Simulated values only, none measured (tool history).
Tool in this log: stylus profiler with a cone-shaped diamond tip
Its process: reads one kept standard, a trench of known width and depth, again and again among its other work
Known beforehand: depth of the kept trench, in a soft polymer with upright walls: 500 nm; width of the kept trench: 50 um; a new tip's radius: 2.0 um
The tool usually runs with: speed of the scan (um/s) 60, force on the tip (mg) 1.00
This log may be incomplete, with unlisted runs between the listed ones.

| run | hour | speed of the scan (um/s) | force on the tip (mg) | depth of the trench (Å) | width of the trench's floor (um) |
|---|---|---|---|---|---|
| 1 | 0.0 | 60 | 1.00 | 5029.1 | 46.21 |
| 2 | 21.4 | 60 | 1.00 | 5026.6 | 46.14 |
| 3 | 52.7 | 60 | 1.00 | 5027.8 | 46.09 |
| 4 | 69.4 | 60 | 1.00 | 5026.5 | 46.14 |
| 5 | 90.9 | 60 | 1.00 | 5027.9 | 46.13 |
| 6 | 106.4 | 190 | 1.00 | 5028.1 | 44.94 |
| 7 | 125.0 | 60 | 2.11 | 5043.3 | 46.26 |
| 8 | 156.9 | 60 | 2.11 | 5043.3 | 46.20 |
| 9 | 185.2 | 60 | 2.11 | 5042.8 | 46.16 |
| 10 | 208.9 | 60 | 2.11 | 5043.7 | 46.14 |
| 11 | 222.1 | 60 | 2.11 | 5043.5 | 46.14 |
| 12 | 241.0 | 60 | 1.45 | 5035.5 | 46.09 |
| 13 | 272.5 | 60 | 1.00 | 5027.6 | 45.95 |
| 14 | 298.9 | 60 | 1.00 | 5029.7 | 45.92 |
| 15 | 321.4 | 60 | 0.55 | 5021.3 | 45.69 |
|  | 337.8 | new tip fitted, height scale calibrated |
| 16 | 351.0 | 60 | 0.55 | 5018.0 | 46.65 |
| 17 | 375.1 | 28 | 1.00 | 5025.5 | 47.07 |
| 18 | 398.4 | 28 | 1.00 | 5026.8 | 47.06 |
| 19 | 419.3 | 117 | 1.00 | 5025.2 | 46.29 |
| 20 | 443.7 | 117 | 1.00 | 5027.1 | 46.22 |
| 21 | 466.3 | 60 | 1.00 | 5026.6 | 46.68 |
| 22 | 494.5 | 60 | 1.00 | 5026.3 | 46.68 |
| 23 | 522.1 | 60 | 1.00 | 5026.4 | 46.70 |
| 24 | 540.8 | 60 | 1.00 | 5026.2 | 46.61 |
| 25 | 553.9 | 179 | 1.00 | 5027.8 | 45.53 |
| 26 | 572.4 | 16 | 0.55 | 5018.3 | 46.94 |
| 27 | 599.6 | 23 | 0.34 | 5014.3 | 46.70 |
| 28 | 630.1 | 84 | 0.53 | 5018.8 | 46.04 |
| 29 | 649.7 | 233 | 0.53 | 5018.3 | 44.29 |
| 30 | 671.9 | 169 | 2.78 | 5049.4 | 46.16 |
| 31 | 692.5 | 169 | 2.78 | 5051.5 | 46.14 |
| 32 | 718.2 | 169 | 2.78 | 5051.0 | 46.13 |
| 33 | 737.1 | 85 | 1.83 | 5039.1 | 46.38 |
| 34 | 751.3 | 158 | 0.38 | 5016.4 | 44.69 |
| 35 | 769.3 | 158 | 0.38 | 5017.2 | 44.65 |
| 36 | 801.3 | 51 | 0.45 | 5017.9 | 46.32 |
| 37 | 829.9 | 75 | 1.00 | 5027.6 | 46.21 |
| 38 | 857.5 | 75 | 1.00 | 5029.5 | 46.23 |
| 39 | 882.0 | 75 | 1.00 | 5029.1 | 46.22 |
| 40 | 898.7 | 66 | 1.64 | 5038.4 | 46.40 |
| 41 | 912.6 | 43 | 0.81 | 5024.6 | 46.39 |
| 42 | 943.5 | 42 | 1.71 | 5039.5 | 46.48 |
| 43 | 961.5 | 125 | 1.79 | 5039.6 | 45.92 |
| 44 | 982.5 | 45 | 1.44 | 5036.0 | 46.47 |
| 45 | 1001.0 | 22 | 2.33 | 5046.5 | 46.63 |
| 46 | 1030.6 | 60 | 2.06 | 5045.2 | 46.39 |
| 47 | 1046.3 | 60 | 2.06 | 5044.5 | 46.33 |

How would selected steps in depth of the trench (Å) from run to run divide? Give the signed amount a tool lacking its hidden state would still show from settings, what came in and random variation, and the signed amount left for the hidden state, including any gauge scatter that is not in both of the compared results.
Hidden state present: radius of the tip, um; height scale over the true one, %; drift of the gauge itself on depth_nm, %; drift of the gauge itself on floor_um, %.
Run 1 -> 2: settings left as they were, no log entry in between. depth of the trench (Å) -2.5: hidden state +0.2, all else -2.7.
Run 4 -> 5: settings left as they were, no log entry in between. depth of the trench (Å) +1.4: hidden state +0.2, all else +1.2.
Run 6 -> 7: speed of the scan (um/s) 190 -> 60, force on the tip (mg) 1.00 -> 2.11. depth of the trench (Å) +15.2: hidden state +0.1, all else +15.1.
Run 15 -> 16: new tip fitted, height scale calibrated. depth of the trench (Å) -3.3: hidden state -3.2, all else -0.1.
Run 29 -> 30: speed of the scan (um/s) 233 -> 169, force on the tip (mg) 0.53 -> 2.78. depth of the trench (Å) +31.1: hidden state +0.2, all else +30.9.
Run 33 -> 34: speed of the scan (um/s) 85 -> 158, force on the tip (mg) 1.83 -> 0.38. depth of the trench (Å) -22.7: hidden state +0.0, all else -22.7.
